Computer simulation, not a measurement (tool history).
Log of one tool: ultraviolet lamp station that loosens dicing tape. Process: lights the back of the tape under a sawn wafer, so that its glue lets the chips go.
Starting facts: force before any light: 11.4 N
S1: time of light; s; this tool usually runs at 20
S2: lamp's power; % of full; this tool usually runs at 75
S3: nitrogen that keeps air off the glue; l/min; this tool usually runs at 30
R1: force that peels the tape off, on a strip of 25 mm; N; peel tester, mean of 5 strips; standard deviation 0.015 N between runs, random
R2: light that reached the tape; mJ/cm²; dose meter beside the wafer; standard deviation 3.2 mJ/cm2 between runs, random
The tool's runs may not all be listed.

{"run": 1, "day": 0.0, "S1": 20, "S2": 75, "S3": 30, "R1": 0.892, "R2": 446}
{"run": 2, "day": 0.362, "S1": 28, "S2": 75, "S3": 30, "R1": 0.384, "R2": 619}
{"run": 3, "day": 0.754, "S1": 28, "S2": 75, "S3": 30, "R1": 0.368, "R2": 608}
{"run": 4, "day": 1.225, "S1": 28, "S2": 75, "S3": 30, "R1": 0.378, "R2": 604}
{"run": 5, "day": 1.662, "S1": 28, "S2": 75, "S3": 30, "R1": 0.394, "R2": 609}
{"run": 6, "day": 2.008, "S1": 28, "S2": 75, "S3": 30, "R1": 0.382, "R2": 609}
{"run": 7, "day": 2.517, "S1": 28, "S2": 75, "S3": 30, "R1": 0.385, "R2": 607}
{"run": 8, "day": 3.021, "S1": 20, "S2": 75, "S3": 30, "R1": 0.96, "R2": 434}
{"run": 9, "day": 3.583, "S1": 20, "S2": 75, "S3": 30, "R1": 0.978, "R2": 434}
{"run": 10, "day": 4.15, "S1": 29, "S2": 75, "S3": 23, "R1": 0.467, "R2": 622}
{"run": 11, "day": 4.488, "S1": 20, "S2": 93, "S3": 50, "R1": 0.366, "R2": 528}
{"run": 12, "day": 4.746, "S1": 12, "S2": 89, "S3": 50, "R1": 1.507, "R2": 302}
{"run": 13, "day": 5.029, "S1": 23, "S2": 88, "S3": 30, "R1": 0.441, "R2": 576}
{"run": 14, "day": 5.55, "S1": 25, "S2": 70, "S3": 30, "R1": 0.677, "R2": 498}
{"run": 15, "day": 5.946, "S1": 20, "S2": 92, "S3": 9, "R1": 1.52, "R2": 520}
{"run": 16, "day": 6.546, "S1": 20, "S2": 62, "S3": 9, "R1": 2.865, "R2": 348}
{"run": 17, "day": 6.804, "S1": 17, "S2": 63, "S3": 40, "R1": 1.686, "R2": 303}
{"run": 18, "day": 7.379, "S1": 17, "S2": 69, "S3": 14, "R1": 2.511, "R2": 331}

Predict each of these 5 candidate next runs independently; none follows another, all start after run 18:
{"run": "A", "day": 7.642, "S1": 17, "S2": 75, "S3": 16, "R1": "?", "R2": "?"}
{"run": "B", "day": 7.642, "S1": 22, "S2": 69, "S3": 21, "R1": "?", "R2": "?"}
{"run": "C", "day": 7.642, "S1": 18, "S2": 75, "S3": 30, "R1": "?", "R2": "?"}
{"run": "D", "day": 7.642, "S1": 17, "S2": 76, "S3": 10, "R1": "?", "R2": "?"}
{"run": "E", "day": 7.642, "S1": 15, "S2": 75, "S3": 30, "R1": "?", "R2": "?"}

run=A R1=2.108 R2=352
run=B R1=1.263 R2=427
run=C R1=1.297 R2=378
run=D R1=2.656 R2=363
run=E R1=1.807 R2=313
Stripped of hidden state, with their random variation kept, the same runs would have yielded:
run=A R1=1.584 R2=413
run=B R1=0.882 R2=501
run=C R1=0.902 R2=444
run=D R1=2.073 R2=425
run=E R1=1.327 R2=367
